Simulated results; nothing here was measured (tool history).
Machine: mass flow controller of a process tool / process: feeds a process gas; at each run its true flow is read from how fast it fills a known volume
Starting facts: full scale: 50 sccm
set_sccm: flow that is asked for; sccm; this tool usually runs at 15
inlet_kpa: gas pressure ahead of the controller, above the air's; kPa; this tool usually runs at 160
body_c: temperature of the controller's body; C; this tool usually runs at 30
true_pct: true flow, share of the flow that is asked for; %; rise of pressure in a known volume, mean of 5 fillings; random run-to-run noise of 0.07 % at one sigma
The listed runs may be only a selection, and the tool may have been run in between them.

run,hour,set_sccm,inlet_kpa,body_c,true_pct
1,0,15,160,30,99.14
2,59.5,6,160,30,98.85
3,119.7,20,160,30,99.34
4,187.9,15,160,30,99.11
5,235.6,15,160,30,98.97
6,278.5,15,160,30,99.02
7,324.3,15,160,30,99.1
8,367,15,160,30,99.05
9,442.2,15,160,30,99.18
10,493.3,15,177,30,98.95
11,572.7,22,177,30,99.26
12,626.3,6,142,26,98.75
13,705.1,36,190,28,99.51
14,783.6,36,151,28,99.82
15,863.1,9,160,25,98.48
16,935.1,16,224,30,98.74
17,1001.9,46,171,22,99.49
18,1076,45,154,27,100.16
19,1126.4,45,154,27,100.06
20,1183.1,10,160,30,99.16

3 ways to go on from here, each from the tool as it stands after run 20. What would each give?
A,1252.3,5,163,29,?
B,1252.3,16,148,29,?
C,1252.3,15,159,30,?

run,true_pct
A,98.95
B,99.3
C,99.22
Without the tool's hidden state the same runs would have given:
run,true_pct
A,98.66
B,99.46
C,99.37
